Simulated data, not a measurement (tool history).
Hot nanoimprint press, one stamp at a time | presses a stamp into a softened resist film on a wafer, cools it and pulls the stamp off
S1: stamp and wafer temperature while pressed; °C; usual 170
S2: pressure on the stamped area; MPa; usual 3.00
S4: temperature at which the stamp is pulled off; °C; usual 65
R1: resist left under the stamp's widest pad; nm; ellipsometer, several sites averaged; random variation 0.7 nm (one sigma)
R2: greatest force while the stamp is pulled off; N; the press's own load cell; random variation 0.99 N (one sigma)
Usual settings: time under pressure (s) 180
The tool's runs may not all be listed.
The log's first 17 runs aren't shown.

run 18 day=11.242 | S1=170 S2=3.00 time_under_pressure_(s)=232 S4=60 | R1=122.2 R2=179.8
run 19 day=11.717 | S1=163 S2=4.57 time_under_pressure_(s)=117 S4=60 | R1=172.1 R2=181.3
run 20 day=12.479 | S1=170 S2=2.61 time_under_pressure_(s)=178 S4=67 | R1=142.7 R2=156.0
run 21 day=12.875 | S1=179 S2=3.00 time_under_pressure_(s)=252 S4=65 | R1=76.5 R2=163.9
run 22 day=13.504 | S1=170 S2=4.03 time_under_pressure_(s)=97 S4=65 | R1=140.1 R2=163.9
run 23 day=14.479 | S1=170 S2=4.03 time_under_pressure_(s)=97 S4=65 | R1=140.4 R2=168.1
run 24 day=15.275 | S1=158 S2=3.00 time_under_pressure_(s)=100 S4=71 | R1=245.4 R2=141.7
run 25 day=15.675 | S1=170 S2=2.43 time_under_pressure_(s)=112 S4=53 | R1=168.5 R2=219.3
run 26 day=16.388 | S1=170 S2=2.34 time_under_pressure_(s)=112 S4=68 | R1=173.8 R2=154.2
-- day=16.996 stamp cleaned and given a new release coat
run 27 day=17.383 | S1=170 S2=2.34 time_under_pressure_(s)=112 S4=68 | R1=173.1 R2=140.9
run 28 day=18.125 | S1=170 S2=2.34 time_under_pressure_(s)=112 S4=68 | R1=172.3 R2=140.9
run 29 day=19.075 | S1=170 S2=3.00 time_under_pressure_(s)=180 S4=64 | R1=130.4 R2=158.0
run 30 day=20.046 | S1=170 S2=3.00 time_under_pressure_(s)=180 S4=64 | R1=129.6 R2=160.5

3 ways to go on from here, each from the tool as it stands after run 30. What would each give?
run A day=20.962 | S1=175 S2=2.83 time_under_pressure_(s)=180 S4=64 | R1=? R2=?
run B day=20.962 | S1=170 S2=3.00 time_under_pressure_(s)=101 S4=65 | R1=? R2=?
run C day=20.962 | S1=170 S2=4.58 time_under_pressure_(s)=223 S4=64 | R1=? R2=?

run=A R1=104.4 R2=162.3
run=B R1=155.0 R2=155.5
run=C R1=95.0 R2=161.3
Without the tool's hidden state the same runs would have given:
run=A R1=113.9 R2=164.9
run=B R1=167.9 R2=158.3
run=C R1=102.9 R2=163.9
